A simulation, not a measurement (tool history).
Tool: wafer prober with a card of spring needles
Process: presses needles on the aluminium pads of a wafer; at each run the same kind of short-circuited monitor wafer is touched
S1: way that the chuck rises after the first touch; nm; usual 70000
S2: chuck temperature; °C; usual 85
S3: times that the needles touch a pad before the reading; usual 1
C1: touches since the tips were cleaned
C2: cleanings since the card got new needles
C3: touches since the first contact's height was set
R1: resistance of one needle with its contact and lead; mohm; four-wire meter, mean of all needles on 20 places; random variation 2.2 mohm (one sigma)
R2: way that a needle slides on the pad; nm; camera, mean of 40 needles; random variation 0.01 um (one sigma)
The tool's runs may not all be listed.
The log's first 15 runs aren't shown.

| run | hour | S1 | S2 | S3 | C1 | C2 | C3 | R1 | R2 |
|---|---|---|---|---|---|---|---|---|---|
|  | 266.4 | tips cleaned on abrasive film |
| 16 | 268.6 | 70000 | 85 | 1 | 494 | 55 | 6971 | 250 | 18810 |
| 17 | 281.4 | 70000 | 85 | 1 | 3311 | 55 | 9788 | 252 | 18790 |
|  | 283.7 | tips cleaned on abrasive film |
| 18 | 296.2 | 76000 | 70 | 2 | 2756 | 56 | 13035 | 247 | 20420 |
|  | 302.2 | tips cleaned on abrasive film |
| 19 | 315.3 | 76000 | 70 | 2 | 2895 | 57 | 17234 | 246 | 20420 |
|  | 319.7 | tips cleaned on abrasive film |
|  | 338.0 | tips cleaned on abrasive film |
| 20 | 338.9 | 53000 | 43 | 1 | 197 | 59 | 22379 | 243 | 14230 |
| 21 | 351.2 | 53000 | 43 | 1 | 2906 | 59 | 25088 | 242 | 14230 |
|  | 356.5 | tips cleaned on abrasive film |
|  | 374.1 | tips cleaned on abrasive film |
| 22 | 374.1 | 53000 | 25 | 2 | 0 | 61 | 30112 | 236 | 14250 |
| 23 | 389.0 | 72000 | 77 | 1 | 3269 | 61 | 33381 | 251 | 19360 |
|  | 391.7 | tips cleaned on abrasive film |
| 24 | 400.7 | 62000 | 54 | 1 | 1977 | 62 | 35937 | 243 | 16680 |
|  | 409.3 | tips cleaned on abrasive film |
| 25 | 421.9 | 66000 | 34 | 2 | 2787 | 63 | 40600 | 239 | 17730 |
|  | 427.8 | tips cleaned on abrasive film |
| 26 | 442.4 | 66000 | 34 | 2 | 3203 | 64 | 45091 | 238 | 17740 |
|  | 446.0 | tips cleaned on abrasive film |
|  | 463.4 | tips cleaned on abrasive film |
| 27 | 466.3 | 66000 | 34 | 2 | 645 | 66 | 50324 | 238 | 17740 |
|  | 482.8 | tips cleaned on abrasive film |
| 28 | 484.4 | 66000 | 97 | 3 | 347 | 67 | 54294 | 254 | 17710 |
|  | 500.9 | tips cleaned on abrasive film |
| 29 | 507.3 | 56000 | 97 | 3 | 1415 | 68 | 59322 | 261 | 15050 |
|  | 519.4 | tips cleaned on abrasive film |
| 30 | 527.7 | 80000 | 85 | 1 | 1837 | 69 | 63809 | 249 | 21530 |
|  | 539.2 | tips cleaned on abrasive film |
| 31 | 551.5 | 70000 | 101 | 1 | 2722 | 70 | 69036 | 252 | 18790 |
|  | 556.8 | tips cleaned on abrasive film |
|  | 574.8 | tips cleaned on abrasive film |
| 32 | 574.8 | 71000 | 78 | 2 | 0 | 72 | 74120 | 248 | 19090 |
| 33 | 589.3 | 54000 | 37 | 1 | 3197 | 72 | 77317 | 240 | 14530 |
|  | 593.4 | tips cleaned on abrasive film |
|  | 597.7 | height of the first contact set anew |
|  | 611.2 | tips cleaned on abrasive film |
| 34 | 615.7 | 56000 | 36 | 2 | 971 | 74 | 3931 | 239 | 15060 |

Forecast each of these 3 alternatives for the next run:
|  | 628.6 | tips cleaned on abrasive film |
| A | 629.4 | 56000 | 36 | 2 | 172 | 75 | 6947 | ? | ? |
|  | 628.6 | tips cleaned on abrasive film |
| B | 629.4 | 70000 | 25 | 2 | 172 | 75 | 6947 | ? | ? |
|  | 628.6 | tips cleaned on abrasive film |
| C | 629.4 | 54000 | 114 | 2 | 172 | 75 | 6947 | ? | ? |

| run | R1 | R2 |
|---|---|---|
| A | 240 | 15050 |
| B | 237 | 18810 |
| C | 255 | 14510 |
Without the tool's hidden state the same runs would have given:
| run | R1 | R2 |
|---|---|---|
| A | 240 | 15050 |
| B | 237 | 18810 |
| C | 254 | 14510 |

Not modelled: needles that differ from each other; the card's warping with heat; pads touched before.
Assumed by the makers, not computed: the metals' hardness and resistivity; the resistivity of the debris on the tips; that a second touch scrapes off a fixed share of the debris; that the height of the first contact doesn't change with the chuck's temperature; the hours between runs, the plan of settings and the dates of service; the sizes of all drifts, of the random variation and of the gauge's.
